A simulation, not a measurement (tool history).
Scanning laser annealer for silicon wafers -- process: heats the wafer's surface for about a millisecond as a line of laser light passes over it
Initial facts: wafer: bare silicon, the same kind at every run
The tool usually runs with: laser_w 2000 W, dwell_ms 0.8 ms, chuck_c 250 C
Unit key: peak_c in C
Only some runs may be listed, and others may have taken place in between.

run  hour  laser_w  dwell_ms  chuck_c  peak_c
  1   0.0     2000       0.8      250    1048
  2   8.2     2000       0.8      250    1047
  3  13.6     2000       0.8      250    1047
  4  18.7     2000       0.8      250    1048
  5  28.7     2000       0.8      250    1046
  6  33.7     2000       0.8      250    1047
  7  40.7     2000       0.8      250    1049
  8  46.0     2000       0.8      250    1048

What does the tool deliver on the next run?
  9  54.2     2000       0.8      247       ?

peak_c: 1044 C
Were there no unlogged condition in the tool, this run, its random variation unchanged, would have produced peak_c 1074 C.

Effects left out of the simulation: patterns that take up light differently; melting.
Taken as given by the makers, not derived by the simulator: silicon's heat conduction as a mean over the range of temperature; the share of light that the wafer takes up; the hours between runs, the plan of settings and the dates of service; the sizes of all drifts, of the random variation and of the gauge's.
